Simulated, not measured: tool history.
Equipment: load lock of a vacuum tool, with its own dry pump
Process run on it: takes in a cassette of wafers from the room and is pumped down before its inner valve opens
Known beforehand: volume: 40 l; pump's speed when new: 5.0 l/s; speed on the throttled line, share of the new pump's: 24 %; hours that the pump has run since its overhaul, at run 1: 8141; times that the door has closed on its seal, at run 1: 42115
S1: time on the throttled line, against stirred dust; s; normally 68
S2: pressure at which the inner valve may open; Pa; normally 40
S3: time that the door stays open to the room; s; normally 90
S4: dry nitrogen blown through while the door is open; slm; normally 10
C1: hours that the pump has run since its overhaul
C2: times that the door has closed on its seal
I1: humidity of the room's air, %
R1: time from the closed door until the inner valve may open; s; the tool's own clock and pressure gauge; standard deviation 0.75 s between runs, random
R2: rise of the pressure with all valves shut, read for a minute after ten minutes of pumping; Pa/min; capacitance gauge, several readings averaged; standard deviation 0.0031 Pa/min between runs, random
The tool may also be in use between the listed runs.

Run 1, day 0.000: usual settings; C1 8141; C2 42115; I1 45.0. Result: R1 114.5 s, R2 0.058 Pa/min.
Run 2, day 11.996: usual settings; C1 8429; C2 42983; I1 46.5. Result: R1 114.1 s, R2 0.055 Pa/min.
Run 3, day 23.275: usual settings but S4 39 slm; C1 8699; C2 43800; I1 44.3. Result: R1 114.9 s, R2 0.027 Pa/min.
Run 4, day 34.025: usual settings but S4 39 slm; C1 8957; C2 44579; I1 45.4. Result: R1 114.1 s, R2 0.029 Pa/min.
Run 5, day 42.867: usual settings but S4 39 slm; C1 9170; C2 45219; I1 50.2. Result: R1 113.2 s, R2 0.021 Pa/min.
Run 6, day 52.800: usual settings; C1 9408; C2 45938; I1 44.7. Result: R1 114.5 s, R2 0.060 Pa/min.
Run 7, day 60.675: usual settings; C1 9597; C2 46508; I1 43.4. Result: R1 113.7 s, R2 0.059 Pa/min.
Run 8, day 71.567: usual settings but S1 118 s, S2 35 Pa, S3 169 s; C1 9858; C2 47297; I1 43.6. Result: R1 152.2 s, R2 0.077 Pa/min.
Run 9, day 81.942: usual settings but S1 64 s, S3 75 s, S4 15 slm; C1 10107; C2 48048; I1 48.0. Result: R1 110.9 s, R2 0.051 Pa/min.
Run 10, day 93.592: usual settings but S1 64 s, S3 75 s, S4 15 slm; C1 10387; C2 48892; I1 46.7. Result: R1 111.2 s, R2 0.048 Pa/min.
Run 11, day 103.092: usual settings but S2 33 Pa, S3 44 s, S4 27 slm; C1 10615; C2 49580; I1 42.3. Result: R1 115.6 s, R2 0.028 Pa/min.

5 ways to go on from here, each from the tool as it stands after run 11. What would each give?
Run A, day 110.058: usual settings but S1 58 s, S2 33 Pa, S3 44 s, S4 27 slm; C1 10782; C2 50084; I1 44.1. Result: R1 ?, R2 ?.
Run B, day 110.058: usual settings but S2 33 Pa, S3 44 s; C1 10782; C2 50084; I1 43.1. Result: R1 ?, R2 ?.
Run C, day 110.058: usual settings but S1 45 s, S2 33 Pa, S3 44 s, S4 35 slm; C1 10782; C2 50084; I1 46.2. Result: R1 ?, R2 ?.
Run D, day 110.058: usual settings but S2 44 Pa, S3 148 s, S4 27 slm; C1 10782; C2 50084; I1 44.1. Result: R1 ?, R2 ?.
Run E, day 110.058: usual settings but S1 86 s; C1 10782; C2 50084; I1 44.3. Result: R1 ?, R2 ?.

run     R1     R2
  A  107.0  0.029
  B  115.0  0.040
  C   98.3  0.027
  D  113.8  0.044
  E  127.1  0.062
Had the tool no hidden state, the same runs would have come out as:
run     R1     R2
  A  107.0  0.028
  B  114.9  0.038
  C   98.3  0.025
  D  113.7  0.043
  E  127.1  0.061

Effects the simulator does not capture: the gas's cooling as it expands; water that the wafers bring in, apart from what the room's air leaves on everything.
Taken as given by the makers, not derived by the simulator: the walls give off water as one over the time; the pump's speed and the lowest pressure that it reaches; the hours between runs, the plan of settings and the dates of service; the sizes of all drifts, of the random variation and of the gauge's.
